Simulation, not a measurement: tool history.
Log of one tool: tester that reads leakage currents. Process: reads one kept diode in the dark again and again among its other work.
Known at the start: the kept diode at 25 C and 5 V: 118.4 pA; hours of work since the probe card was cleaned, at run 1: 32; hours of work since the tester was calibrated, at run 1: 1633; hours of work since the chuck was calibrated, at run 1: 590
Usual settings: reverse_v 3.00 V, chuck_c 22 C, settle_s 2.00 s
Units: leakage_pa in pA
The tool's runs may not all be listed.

run     day  reverse_v  chuck_c  settle_s  hours of work since the probe card was cleaned  hours of work since the tester was calibrated  hours of work since the chuck was calibrated  leakage_pa
  1   0.000       3.00       22      2.00                                              32                                           1633                                           590       77.56
  2   3.958       3.00       22      2.00                                              79                                           1679                                           637       78.19
  3   9.775       3.00       22      2.00                                             148                                           1748                                           706       78.72
  4  12.779       3.00       22      2.00                                             183                                           1783                                           741       79.59
  5  17.438       3.00       22      2.00                                             238                                           1838                                           796       80.26
  6  22.608       3.00       22      0.32                                             299                                           1899                                           857       82.67
  7  27.221       3.00       22      0.32                                             353                                           1953                                           911       83.34
     27.738  -- probe card cleaned and baked
  8  30.038       3.00       39      0.32                                              27                                           1985                                           943      359.56
  9  35.446       6.39       39      3.68                                              91                                           2049                                          1006      501.84
 10  37.900       8.52       46      3.68                                             120                                           2078                                          1035     1006.22

Forecast each of these 3 alternatives for the next run:
  A  41.417       8.52       46      0.55                                             161                                           2119                                          1077           ?
  B  41.417       6.81       43      0.35                                             161                                           2119                                          1077           ?
  C  41.417       3.37       30      1.00                                             161                                           2119                                          1077           ?

run  leakage_pa
  A     1010.76
  B      721.39
  C      177.84
Without the tool's hidden state the same runs would have given:
run  leakage_pa
  A      907.02
  B      646.01
  C      156.91
